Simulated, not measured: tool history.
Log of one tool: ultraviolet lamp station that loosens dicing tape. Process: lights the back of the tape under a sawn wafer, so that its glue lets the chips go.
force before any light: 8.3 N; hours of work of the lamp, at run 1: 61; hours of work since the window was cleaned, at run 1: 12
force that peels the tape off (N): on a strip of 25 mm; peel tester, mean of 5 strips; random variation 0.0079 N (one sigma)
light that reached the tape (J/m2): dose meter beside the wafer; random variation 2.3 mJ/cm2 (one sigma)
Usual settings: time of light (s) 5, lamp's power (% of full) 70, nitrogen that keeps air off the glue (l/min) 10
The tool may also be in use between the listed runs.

run   hour  time of light (s)  lamp's power (% of full)  nitrogen that keeps air off the glue (l/min)  hours of work of the lamp  hours of work since the window was cleaned  force that peels the tape off (N)  light that reached the tape (J/m2)
  1      0                  5                        70                                            10                         61                                          12                              0.328                                2210
  2   12.4                  5                        70                                            10                         69                                          20                              0.319                                2210
  3   19.9                  5                        91                                            10                         74                                          24                                0.2                                2900
  4   29.8                  5                        91                                            10                         80                                          31                              0.203                                2850
      31.6  -- window cleaned of glue's vapour
  5   44.9                  5                        91                                            10                         89                                           9                              0.193                                2830
      53.5  -- window cleaned of glue's vapour, once more
  6   54.7                  5                        91                                            10                         95                                           1                              0.203                                2930
  7   64.6                  5                        91                                            10                        102                                           7                              0.206                                2870
  8   78.3                  7                        91                                             5                        110                                          16                              0.174                                4000
  9   84.8                  7                        91                                             5                        115                                          20                              0.189                                3960
 10   95.3                  3                        78                                            13                        121                                          27                              0.671                                1470
 11  109.2                  3                        78                                            13                        130                                          36                              0.726                                1470
 12    122                  3                        78                                            13                        138                                          44                              0.742                                1460
 13  130.9                  3                        74                                             5                        144                                          50                              1.481                                1350

4 ways to go on from here, each from the tool as it stands after run 13. What would each give?
  A  142.4                  9                        62                                             6                        152                                          57                                  ?                                   ?
  B  142.4                  5                        64                                            10                        152                                          57                                  ?                                   ?
  C  142.4                  3                        93                                             5                        152                                          57                                  ?                                   ?
  D  142.4                  4                        70                                            10                        152                                          57                                  ?                                   ?

run  force that peels the tape off (N)  light that reached the tape (J/m2)
  A                              0.206                                3400
  B                               0.45                                1930
  C                              0.972                                1680
  D                              0.596                                1730
Without the tool's hidden state the same runs would have given:
run  force that peels the tape off (N)  light that reached the tape (J/m2)
  A                              0.186                                3660
  B                              0.381                                2080
  C                               0.84                                1820
  D                              0.505                                1870
